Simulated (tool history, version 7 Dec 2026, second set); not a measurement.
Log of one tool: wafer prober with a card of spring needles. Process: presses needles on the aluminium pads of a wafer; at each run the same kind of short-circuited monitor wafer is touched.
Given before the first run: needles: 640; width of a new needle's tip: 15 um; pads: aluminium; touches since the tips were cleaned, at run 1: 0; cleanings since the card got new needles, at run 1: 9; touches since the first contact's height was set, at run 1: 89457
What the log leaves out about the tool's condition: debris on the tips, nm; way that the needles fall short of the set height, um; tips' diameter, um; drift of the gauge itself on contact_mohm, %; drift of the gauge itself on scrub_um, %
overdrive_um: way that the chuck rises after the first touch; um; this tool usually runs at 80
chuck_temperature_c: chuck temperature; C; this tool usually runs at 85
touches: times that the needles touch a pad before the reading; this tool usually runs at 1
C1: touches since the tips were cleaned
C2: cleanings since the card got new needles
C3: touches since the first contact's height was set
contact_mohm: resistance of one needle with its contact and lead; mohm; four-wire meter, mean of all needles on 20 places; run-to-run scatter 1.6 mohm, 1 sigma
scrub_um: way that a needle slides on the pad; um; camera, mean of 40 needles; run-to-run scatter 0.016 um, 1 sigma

run 1 hour=0.0 | overdrive_um=80 chuck_temperature_c=85 touches=1 | C1=0 C2=9 C3=89457 | contact_mohm=146 scrub_um=12.32
run 2 hour=9.5 | overdrive_um=80 chuck_temperature_c=85 touches=1 | C1=2167 C2=9 C3=91624 | contact_mohm=147 scrub_um=12.30
run 3 hour=14.9 | overdrive_um=80 chuck_temperature_c=44 touches=1 | C1=3398 C2=9 C3=92855 | contact_mohm=142 scrub_um=12.32
run 4 hour=23.8 | overdrive_um=80 chuck_temperature_c=44 touches=1 | C1=5436 C2=9 C3=94893 | contact_mohm=141 scrub_um=12.31
run 5 hour=27.9 | overdrive_um=80 chuck_temperature_c=44 touches=1 | C1=6373 C2=9 C3=95830 | contact_mohm=141 scrub_um=12.31
run 6 hour=33.7 | overdrive_um=80 chuck_temperature_c=44 touches=1 | C1=7681 C2=9 C3=97138 | contact_mohm=141 scrub_um=12.33
-- hour=39.2 tips cleaned on abrasive film
run 7 hour=40.8 | overdrive_um=80 chuck_temperature_c=44 touches=1 | C1=355 C2=10 C3=98742 | contact_mohm=141 scrub_um=12.34
run 8 hour=47.2 | overdrive_um=80 chuck_temperature_c=85 touches=3 | C1=1812 C2=10 C3=100199 | contact_mohm=150 scrub_um=12.31
run 9 hour=55.2 | overdrive_um=80 chuck_temperature_c=85 touches=1 | C1=3646 C2=10 C3=102033 | contact_mohm=148 scrub_um=12.33
run 10 hour=64.8 | overdrive_um=80 chuck_temperature_c=85 touches=1 | C1=5838 C2=10 C3=104225 | contact_mohm=149 scrub_um=12.32
run 11 hour=71.5 | overdrive_um=80 chuck_temperature_c=85 touches=1 | C1=7358 C2=10 C3=105745 | contact_mohm=150 scrub_um=12.34
-- hour=78.1 tips cleaned on abrasive film
run 12 hour=79.2 | overdrive_um=80 chuck_temperature_c=85 touches=1 | C1=244 C2=11 C3=107468 | contact_mohm=149 scrub_um=12.34
run 13 hour=87.6 | overdrive_um=80 chuck_temperature_c=85 touches=1 | C1=2180 C2=11 C3=109404 | contact_mohm=149 scrub_um=12.31
run 14 hour=97.1 | overdrive_um=80 chuck_temperature_c=108 touches=1 | C1=4331 C2=11 C3=111555 | contact_mohm=150 scrub_um=12.34
run 15 hour=103.3 | overdrive_um=69 chuck_temperature_c=85 touches=1 | C1=5762 C2=11 C3=112986 | contact_mohm=149 scrub_um=10.63
run 16 hour=112.0 | overdrive_um=80 chuck_temperature_c=85 touches=1 | C1=7738 C2=11 C3=114962 | contact_mohm=150 scrub_um=12.30
-- hour=117.4 tips cleaned on abrasive film
-- hour=117.7 height of the first contact set anew
run 17 hour=122.0 | overdrive_um=80 chuck_temperature_c=85 touches=1 | C1=974 C2=12 C3=974 | contact_mohm=147 scrub_um=12.32
run 18 hour=128.8 | overdrive_um=69 chuck_temperature_c=45 touches=1 | C1=2529 C2=12 C3=2529 | contact_mohm=142 scrub_um=10.61
run 19 hour=133.7 | overdrive_um=72 chuck_temperature_c=33 touches=2 | C1=3643 C2=12 C3=3643 | contact_mohm=140 scrub_um=11.12
run 20 hour=138.8 | overdrive_um=94 chuck_temperature_c=45 touches=2 | C1=4824 C2=12 C3=4824 | contact_mohm=139 scrub_um=14.48
run 21 hour=147.3 | overdrive_um=65 chuck_temperature_c=85 touches=3 | C1=6752 C2=12 C3=6752 | contact_mohm=152 scrub_um=10.01
run 22 hour=153.4 | overdrive_um=65 chuck_temperature_c=98 touches=3 | C1=8148 C2=12 C3=8148 | contact_mohm=151 scrub_um=10.03
-- hour=157.0 tips cleaned on abrasive film
run 23 hour=157.8 | overdrive_um=99 chuck_temperature_c=98 touches=3 | C1=180 C2=13 C3=9116 | contact_mohm=149 scrub_um=15.24
run 24 hour=165.6 | overdrive_um=80 chuck_temperature_c=85 touches=2 | C1=1964 C2=13 C3=10900 | contact_mohm=150 scrub_um=12.33
run 25 hour=174.6 | overdrive_um=80 chuck_temperature_c=85 touches=2 | C1=4017 C2=13 C3=12953 | contact_mohm=148 scrub_um=12.33
run 26 hour=180.5 | overdrive_um=77 chuck_temperature_c=50 touches=1 | C1=5374 C2=13 C3=14310 | contact_mohm=145 scrub_um=11.85
run 27 hour=187.2 | overdrive_um=71 chuck_temperature_c=42 touches=1 | C1=6898 C2=13 C3=15834 | contact_mohm=143 scrub_um=10.93
run 28 hour=192.3 | overdrive_um=100 chuck_temperature_c=69 touches=2 | C1=8064 C2=13 C3=17000 | contact_mohm=143 scrub_um=15.37
-- hour=196.3 tips cleaned on abrasive film
run 29 hour=198.4 | overdrive_um=71 chuck_temperature_c=75 touches=2 | C1=490 C2=14 C3=18364 | contact_mohm=148 scrub_um=10.92
run 30 hour=204.4 | overdrive_um=76 chuck_temperature_c=53 touches=2 | C1=1866 C2=14 C3=19740 | contact_mohm=145 scrub_um=11.72
run 31 hour=212.8 | overdrive_um=76 chuck_temperature_c=31 touches=1 | C1=3776 C2=14 C3=21650 | contact_mohm=141 scrub_um=11.71

The next listed run, before its measurement:
run 32 hour=222.3 | overdrive_um=78 chuck_temperature_c=26 touches=1 | C1=5935 C2=14 C3=23809 | contact_mohm=? scrub_um=?

{"run 32": {"contact_mohm": 140, "scrub_um": 12.03}}
Take away the tool's hidden state, keep the run-to-run variation as it was, and the same run would have given contact_mohm 140 mohm, scrub_um 12.03 um.
